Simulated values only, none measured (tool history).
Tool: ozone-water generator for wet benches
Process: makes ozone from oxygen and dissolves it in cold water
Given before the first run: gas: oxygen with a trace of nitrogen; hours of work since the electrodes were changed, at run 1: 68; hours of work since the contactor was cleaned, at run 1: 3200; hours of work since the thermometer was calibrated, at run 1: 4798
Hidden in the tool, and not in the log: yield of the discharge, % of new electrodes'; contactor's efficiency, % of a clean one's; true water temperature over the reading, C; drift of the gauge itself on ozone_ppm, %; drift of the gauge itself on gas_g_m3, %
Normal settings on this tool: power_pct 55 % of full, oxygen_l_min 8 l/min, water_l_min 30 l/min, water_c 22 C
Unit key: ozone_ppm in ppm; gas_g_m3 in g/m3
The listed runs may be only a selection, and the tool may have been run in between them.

run,day,power_pct,oxygen_l_min,water_l_min,water_c,hours of work since the electrodes were changed,hours of work since the contactor was cleaned,hours of work since the thermometer was calibrated,ozone_ppm,gas_g_m3
1,0,55,8,30,22,68,3200,4798,27,237.4
2,1.283,55,5.21,30,22,97,3229,4827,28.2,319.2
3,2.275,62,8,30,22,120,3252,4850,29,258
4,3.029,62,8,30,22,137,3269,4867,28.9,258.1
5,4.358,55,8,30,22,168,3300,4898,27,237.5
6,5.283,55,8,30,22,189,3321,4919,27.2,238.6
7,6.158,55,8,30,22,209,3341,4939,27.2,237.8
8,7.092,55,8.18,30,22,230,3362,4961,27,235.8
9,8.475,55,8.18,30,22,262,3394,4992,27.1,236.9
10,9.417,55,8,30,22,284,3416,5014,26.8,237
11,10.071,55,8,30,22,299,3431,5029,27.1,238
12,10.75,55,8,30,22,314,3446,5045,27,237.7
# day 12.212: water thermometer calibrated
13,12.225,55,8,30,22,348,3480,0,26.9,236.6
14,12.996,55,8,30,22,365,3497,18,26.8,239.2
15,14.075,55,8,30,22,390,3522,43,27,236.8
16,14.792,55,8,30,22,406,3538,59,27,237.5
17,15.904,55,8,30,22,432,3564,85,26.9,238.4
18,17.358,45,11.49,18,17,465,3597,118,32.5,165.8
# day 17.846: water thermometer calibrated, once more
19,18.775,52,9.44,30,22,497,3629,21,25.4,205.3
20,19.917,95,6.33,47,27,524,3656,47,25.4,388.5
21,20.546,95,6.33,47,27,538,3670,62,25.3,386.2
22,21.496,88,4.89,24,27,560,3692,84,41.5,439.6
23,22.346,48,4.87,23,30,579,3711,103,27.8,302.7
24,23.292,48,4.87,23,30,601,3733,125,28.2,300
25,23.988,48,4.87,23,30,617,3749,141,27.9,300
26,24.721,48,4.87,23,30,634,3766,158,27.9,301.7
27,26.125,55,8,30,18,666,3798,190,28.4,235.2
28,26.758,55,8,30,18,681,3813,204,28.1,237.4
29,27.588,56,8,30,18,700,3832,223,28.5,242.2
30,28.75,85,8,31,19,726,3858,250,35.6,306.1
31,29.433,85,8,31,19,742,3874,266,35.7,309.5
32,30.388,44,11.71,24,21,764,3896,288,25.3,159.5
33,31.125,84,11.71,24,21,781,3913,305,37.3,240

Per-run results on a tool with no hidden state, each run keeping its own random variation:
run,ozone_ppm,gas_g_m3
1,27.8,238.8
2,29,321.2
3,29.8,259.8
4,29.8,260.1
5,27.8,239.2
6,28,240.4
7,28.1,239.8
8,27.9,237.8
9,28,239
10,27.8,239.3
11,28,240.3
12,27.9,240.1
13,27.9,239.1
14,27.8,241.8
15,28,239.6
16,28,240.3
17,28,241.3
18,33.5,167.6
19,26.3,207.9
20,26.6,396.1
21,26.5,393.8
22,43.1,448.2
23,28.7,306.8
24,29.1,304.1
25,28.9,304.2
26,28.8,306.1
27,29.6,239.1
28,29.2,241.3
29,29.7,246.4
30,37.3,313.2
31,37.4,316.8
32,26.3,161.9
33,39,245.9

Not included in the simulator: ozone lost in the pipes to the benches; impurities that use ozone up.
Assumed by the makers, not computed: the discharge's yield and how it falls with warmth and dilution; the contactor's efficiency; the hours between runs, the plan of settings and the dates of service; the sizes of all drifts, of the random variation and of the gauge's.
